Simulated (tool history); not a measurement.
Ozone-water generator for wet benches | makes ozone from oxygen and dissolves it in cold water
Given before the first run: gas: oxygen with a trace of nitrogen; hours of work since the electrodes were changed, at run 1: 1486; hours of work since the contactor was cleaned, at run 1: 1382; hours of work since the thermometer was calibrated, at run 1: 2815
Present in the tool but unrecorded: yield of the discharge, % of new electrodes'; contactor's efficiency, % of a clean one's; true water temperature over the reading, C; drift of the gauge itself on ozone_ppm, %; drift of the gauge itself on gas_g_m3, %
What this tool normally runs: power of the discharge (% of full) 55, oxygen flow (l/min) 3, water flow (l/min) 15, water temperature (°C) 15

run   hour  power of the discharge (% of full)  oxygen flow (l/min)  water flow (l/min)  water temperature (°C)  hours of work since the electrodes were changed  hours of work since the contactor was cleaned  hours of work since the thermometer was calibrated  dissolved ozone (ppm)  ozone in the gas ahead of the water (g/m3)
  1      0                                  55                    3                  15                      15                                             1486                                           1382                                                2815                   20.1                                       211.5
  2   51.2                                  55                    3                  15                      15                                             1536                                           1433                                                2866                   20.2                                       210.5
  3   75.3                                  55                    3                  15                      15                                             1560                                           1456                                                2890                     20                                       209.8
  4  114.3                                  55                    3                  15                      15                                             1599                                           1495                                                2928                     20                                       211.4
  5  145.2                                  55                 2.12                  15                      15                                             1629                                           1526                                                2959                   18.3                                       246.8
  6  170.6                                  60                 2.12                  15                      15                                             1654                                           1551                                                2984                   19.7                                       265.5
  7  206.1                                  60                 2.12                  15                      15                                             1690                                           1586                                                3019                   19.8                                       262.8
  8  230.9                                  55                    3                  19                      15                                             1714                                           1610                                                3044                     16                                         210
  9  259.9                                  55                 2.67                  15                      15                                             1743                                           1639                                                3072                   19.3                                       220.9
 10  302.9                                  55                 2.48                  15                      15                                             1785                                           1682                                                3115                     19                                       229.2
 11  334.4                                  72                 3.29                  14                      15                                             1816                                           1713                                                3146                   26.6                                       249.6
 12  377.5                                  72                 1.84                  14                      20                                             1859                                           1755                                                3189                   22.5                                       328.7
 13  416.1                                  93                 2.01                  20                      15                                             1897                                           1793                                                3227                   21.1                                       387.7
 14  461.4                                  93                 2.01                  20                      15                                             1942                                           1838                                                3272                   21.1                                       383.5
 15  497.8                                  98                    3                  21                      15                                             1978                                           1874                                                3308                   23.3                                       334.1
 16  527.4                                  50                    3                  12                      15                                             2007                                           1903                                                3337                   21.8                                       191.5
 17  581.2                                  41                    3                  10                      15                                             2060                                           1957                                                3390                   20.7                                       161.4
 18  613.4                                  92                    3                  15                      15                                             2092                                           1988                                                3422                   29.7                                       316.7
 19  653.1                                  92                    3                  15                      15                                             2132                                           2028                                                3461                   29.9                                         313

The same runs without the tool's hidden state, with the same run-to-run variation:
run  dissolved ozone (ppm)  ozone in the gas ahead of the water (g/m3)
  1                   21.4                                       220.5
  2                   21.5                                       219.8
  3                   21.4                                       219.2
  4                   21.4                                       221.2
  5                   19.6                                       258.5
  6                   21.1                                       279.5
  7                   21.3                                       276.9
  8                   17.3                                       220.5
  9                   20.7                                       232.1
 10                   20.5                                       241.1
 11                   29.1                                       266.8
 12                   24.6                                       351.9
 13                   23.5                                         422
 14                   23.6                                       418.4
 15                   26.2                                       366.2
 16                   23.5                                       201.7
 17                   22.1                                       168.1
 18                   33.5                                       347.5
 19                   33.7                                       344.1
